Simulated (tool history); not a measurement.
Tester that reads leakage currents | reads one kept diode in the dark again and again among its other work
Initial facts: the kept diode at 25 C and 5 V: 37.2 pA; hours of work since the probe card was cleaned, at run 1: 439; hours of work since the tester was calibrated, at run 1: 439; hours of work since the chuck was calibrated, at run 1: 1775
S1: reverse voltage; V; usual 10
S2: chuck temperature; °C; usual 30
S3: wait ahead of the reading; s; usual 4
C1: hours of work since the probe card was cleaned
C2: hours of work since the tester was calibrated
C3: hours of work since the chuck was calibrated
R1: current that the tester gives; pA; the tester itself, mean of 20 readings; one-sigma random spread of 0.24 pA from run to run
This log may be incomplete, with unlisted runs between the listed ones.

run,hour,S1,S2,S3,C1,C2,C3,R1
1,0,10,30,4,439,439,1775,73.58
2,169.4,10,30,4,567,567,1903,73.38
# hour 191.9: chuck's temperature calibrated
3,397.9,10,30,4,738,738,156,72.76
4,642.4,10,30,4,923,923,341,72.34
5,802.9,10,30,4,1045,1045,462,71.62
6,912.9,10,30,8.4,1128,1128,545,71.55
# hour 1066.2: chuck's temperature calibrated, once more
7,1172.5,10,30,2.07,1323,1323,80,80.1
8,1390.2,10,30,0.96,1487,1487,245,80.78
9,1562.7,10,30,0.96,1618,1618,375,79.97
10,1780.4,10,30,0.96,1782,1782,540,80.26
11,1886.1,10,30,0.96,1862,1862,620,79.75
12,2127.8,10,45,4,2045,2045,803,227.89
13,2345.4,10,45,4,2210,2210,967,226.94
14,2461.2,10,45,4,2297,2297,1055,225.83
15,2625.5,10,30,4,2422,2422,1179,77.52
16,2773,10,30,4,2533,2533,1291,77.8
17,3004.9,10,30,4,2708,2708,1466,76.91
18,3232.4,15.1,44,2.03,2880,2880,1638,258.62
# hour 3474.6: tester calibrated
19,3484.6,2.4,24,4,3070,8,1827,23.09
# hour 3606.3: chuck's temperature calibrated
# hour 3632: probe card cleaned and baked
20,3714.7,2.3,39,3.78,63,178,80,71.5
21,3884,2.3,39,3.78,191,306,208,71.74
22,4004.5,2.3,39,3.78,282,397,299,71.15
23,4242.2,2.3,39,0.92,461,577,479,71.17
24,4419,2.3,23,0.39,595,710,612,22.14
25,4543,5.9,30,4,689,804,706,58.39
26,4691.4,5.9,30,4,801,916,818,58.75
27,4897.8,5.9,30,4,957,1072,974,58.49
28,5025.8,5.9,30,4,1054,1169,1071,58.1
29,5289,5.4,23,4,1253,1368,1270,32.32
30,5502,7.8,24,4.56,1414,1529,1431,42.16
31,5629.8,7.8,36,6,1511,1626,1528,103.64
32,5870.7,7.8,36,6,1693,1808,1710,102.51
33,6104.4,7.8,36,6,1870,1985,1887,101.76

What if the next run were any one of these 4? Each begins from the tool's condition after run 33:
# hour 6151.3: chuck's temperature calibrated
A,6257.7,10,30,7.73,1984,2099,80,?
# hour 6151.3: chuck's temperature calibrated
B,6257.7,1.3,30,3.3,1984,2099,80,?
# hour 6151.3: chuck's temperature calibrated
C,6257.7,7.8,36,0.47,1984,2099,80,?
# hour 6151.3: chuck's temperature calibrated
D,6257.7,10,30,7.64,1984,2099,80,?

run,R1
A,78.75
B,27.54
C,109.23
D,78.44
Without the tool's hidden state the same runs would have given:
run,R1
A,78.35
B,27.7
C,109.47
D,78.04

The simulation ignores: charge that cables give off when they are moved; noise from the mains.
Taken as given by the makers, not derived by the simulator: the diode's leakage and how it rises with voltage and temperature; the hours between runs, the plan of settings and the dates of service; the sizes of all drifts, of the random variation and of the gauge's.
